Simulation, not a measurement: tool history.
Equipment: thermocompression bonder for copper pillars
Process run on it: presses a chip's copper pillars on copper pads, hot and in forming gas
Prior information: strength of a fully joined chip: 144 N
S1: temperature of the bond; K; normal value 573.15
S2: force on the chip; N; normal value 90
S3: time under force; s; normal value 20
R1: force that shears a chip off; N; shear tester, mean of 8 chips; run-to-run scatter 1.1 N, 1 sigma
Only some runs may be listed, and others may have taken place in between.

| run | day | S1 | S2 | S3 | R1 |
|---|---|---|---|---|---|
| 1 | 0.000 | 573.15 | 90 | 20 | 95.1 |
| 2 | 1.012 | 573.15 | 90 | 20 | 94.6 |
| 3 | 2.321 | 573.15 | 90 | 20 | 95.3 |
| 4 | 3.433 | 573.15 | 90 | 20 | 96.9 |
| 5 | 4.562 | 573.15 | 90 | 20 | 97.3 |
| 6 | 5.721 | 573.15 | 90 | 26 | 101.9 |
| 7 | 6.312 | 573.15 | 90 | 26 | 103.0 |
| 8 | 7.342 | 573.15 | 90 | 20 | 96.7 |
| 9 | 7.962 | 571.15 | 90 | 20 | 95.3 |
| 10 | 8.946 | 571.15 | 90 | 20 | 93.2 |
| 11 | 10.158 | 577.15 | 90 | 20 | 97.5 |
| 12 | 11.488 | 577.15 | 90 | 20 | 99.5 |
| 13 | 12.338 | 577.15 | 90 | 17 | 92.4 |
| 14 | 13.642 | 577.15 | 90 | 17 | 97.3 |
| 15 | 14.733 | 577.15 | 90 | 17 | 95.5 |
| 16 | 16.058 | 577.15 | 95 | 17 | 97.3 |
| 17 | 16.696 | 577.15 | 95 | 17 | 98.6 |
| 18 | 17.467 | 573.15 | 90 | 20 | 94.0 |
| 19 | 18.017 | 573.15 | 95 | 20 | 101.3 |
| 20 | 18.875 | 573.15 | 95 | 20 | 99.5 |
| 21 | 19.700 | 573.15 | 95 | 20 | 100.4 |
| 22 | 20.471 | 579.15 | 56 | 28 | 77.7 |
| 23 | 21.712 | 591.15 | 90 | 32 | 120.3 |
| 24 | 22.675 | 553.15 | 84 | 57 | 102.0 |
| 25 | 23.525 | 603.15 | 84 | 57 | 132.0 |
| 26 | 24.796 | 603.15 | 84 | 57 | 131.6 |
| 27 | 25.988 | 583.15 | 66 | 20 | 83.1 |
| 28 | 26.712 | 583.15 | 66 | 20 | 82.3 |
| 29 | 27.838 | 573.15 | 69 | 19 | 77.8 |
| 30 | 28.496 | 573.15 | 81 | 23 | 92.3 |
| 31 | 29.579 | 573.15 | 81 | 23 | 93.7 |
| 32 | 30.867 | 570.15 | 90 | 14 | 83.9 |
| 33 | 31.788 | 570.15 | 90 | 14 | 84.1 |
| 34 | 32.983 | 572.15 | 90 | 18 | 94.4 |
| 35 | 33.883 | 588.15 | 116 | 17 | 118.6 |
| 36 | 34.812 | 588.15 | 116 | 17 | 118.5 |
| 37 | 35.600 | 573.15 | 90 | 49 | 120.5 |
| 38 | 36.254 | 573.15 | 88 | 22 | 97.2 |
| 39 | 36.842 | 570.15 | 68 | 25 | 80.1 |
| 40 | 37.617 | 570.15 | 68 | 25 | 82.6 |

Withheld: 3 entries from between the runs. Position of each, and hidden state at the listed run before versus the listed run after:
Run 2 -> run 3: forming gas filter changed (day 1.496)
  force that reaches the chip, % of what is set: 100.1 -> 100.2; oxide that the forming gas leaves, % of the face: 0.93 -> 0.53
Run 15 -> run 16: forming gas filter changed (day 16.029)
  oxide that the forming gas leaves, % of the face: 0.93 -> 0.51
Run 31 -> run 32: forming gas filter changed (day 30.604)
  oxide that the forming gas leaves, % of the face: 0.95 -> 0.51
